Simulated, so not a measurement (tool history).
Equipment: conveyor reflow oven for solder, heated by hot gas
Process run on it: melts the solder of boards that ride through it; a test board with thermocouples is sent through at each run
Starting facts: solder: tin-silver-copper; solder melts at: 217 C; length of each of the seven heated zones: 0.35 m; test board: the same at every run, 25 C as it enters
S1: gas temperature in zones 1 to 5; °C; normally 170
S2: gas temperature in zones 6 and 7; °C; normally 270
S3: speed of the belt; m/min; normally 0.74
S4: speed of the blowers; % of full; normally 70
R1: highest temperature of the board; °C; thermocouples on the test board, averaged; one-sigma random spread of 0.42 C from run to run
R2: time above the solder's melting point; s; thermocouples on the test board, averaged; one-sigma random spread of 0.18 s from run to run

run 1 hour=0 | S1=170 S2=270 S3=0.74 S4=70 | R1=253.1 R2=42.1
run 2 hour=53 | S1=170 S2=270 S3=0.74 S4=70 | R1=252.9 R2=42.1
run 3 hour=95.2 | S1=170 S2=270 S3=0.74 S4=70 | R1=253.2 R2=42.1
run 4 hour=166.5 | S1=170 S2=270 S3=0.74 S4=70 | R1=251.6 R2=41.7
run 5 hour=234.3 | S1=170 S2=270 S3=0.74 S4=61 | R1=249.7 R2=39.3
-- hour=293.7 flux residue cleaned out of gas plates and filters
run 6 hour=300.9 | S1=170 S2=270 S3=0.74 S4=61 | R1=253 R2=41.3
run 7 hour=359.8 | S1=170 S2=270 S3=0.74 S4=61 | R1=252 R2=41.6
run 8 hour=403.7 | S1=170 S2=266 S3=0.74 S4=70 | R1=250.3 R2=41.4
run 9 hour=445.4 | S1=170 S2=270 S3=0.74 S4=70 | R1=253.4 R2=42.9
run 10 hour=516.1 | S1=170 S2=270 S3=0.74 S4=70 | R1=254 R2=43
run 11 hour=549.5 | S1=170 S2=270 S3=0.74 S4=70 | R1=253.8 R2=42.8
run 12 hour=616.6 | S1=157 S2=270 S3=0.74 S4=70 | R1=251.2 R2=38.5
run 13 hour=679.7 | S1=157 S2=270 S3=0.74 S4=70 | R1=251.1 R2=38.3
run 14 hour=742.6 | S1=170 S2=270 S3=0.74 S4=70 | R1=253.2 R2=42.3
run 15 hour=796.6 | S1=170 S2=270 S3=0.74 S4=70 | R1=253.1 R2=42.3
run 16 hour=852.9 | S1=177 S2=273 S3=0.74 S4=70 | R1=255.9 R2=45.7
run 17 hour=885 | S1=177 S2=273 S3=0.74 S4=70 | R1=256 R2=45.8
run 18 hour=960.6 | S1=179 S2=268 S3=0.74 S4=70 | R1=253 R2=44
run 19 hour=1016.7 | S1=160 S2=268 S3=0.746 S4=59 | R1=245.1 R2=33.8
run 20 hour=1071.3 | S1=160 S2=268 S3=0.746 S4=59 | R1=244.9 R2=33.7
-- hour=1080.6 flux residue cleaned out of gas plates and filters
run 21 hour=1135.4 | S1=160 S2=268 S3=0.746 S4=59 | R1=247.5 R2=36.3
run 22 hour=1212.2 | S1=168 S2=262 S3=0.74 S4=62 | R1=244.9 R2=36.9
run 23 hour=1275.4 | S1=170 S2=272 S3=0.74 S4=70 | R1=255.7 R2=43.6
run 24 hour=1307.7 | S1=170 S2=272 S3=0.74 S4=70 | R1=254.9 R2=43.8
run 25 hour=1338.9 | S1=159 S2=281 S3=0.828 S4=80 | R1=259.5 R2=38.6
run 26 hour=1389.4 | S1=183 S2=282 S3=0.74 S4=70 | R1=265.4 R2=51.7
run 27 hour=1457.6 | S1=183 S2=261 S3=0.74 S4=70 | R1=246.7 R2=43.3
run 28 hour=1513.6 | S1=170 S2=281 S3=0.792 S4=53 | R1=253.9 R2=39.2
run 29 hour=1561.9 | S1=170 S2=281 S3=0.792 S4=53 | R1=253.9 R2=39.2
run 30 hour=1606 | S1=184 S2=270 S3=0.74 S4=79 | R1=255.3 R2=48.4

Branching from run 30: 5 alternative next runs. What would each branch give?
run A hour=1642.9 | S1=169 S2=282 S3=0.74 S4=90 | R1=? R2=?
run B hour=1642.9 | S1=184 S2=270 S3=0.74 S4=68 | R1=? R2=?
run C hour=1642.9 | S1=176 S2=283 S3=0.74 S4=83 | R1=? R2=?
run D hour=1642.9 | S1=184 S2=284 S3=0.637 S4=75 | R1=? R2=?
run E hour=1642.9 | S1=184 S2=261 S3=0.872 S4=83 | R1=? R2=?

run=A R1=266 R2=48.9
run=B R1=253.3 R2=47.2
run=C R1=266.5 R2=50.7
run=D R1=271.1 R2=63.2
run=E R1=244.4 R2=35.1
Had the tool no hidden state, the same runs would have come out as:
run=A R1=269.8 R2=49.2
run=B R1=256.4 R2=47.7
run=C R1=270.1 R2=50.8
run=D R1=274.2 R2=62.8
run=E R1=247.8 R2=36.4
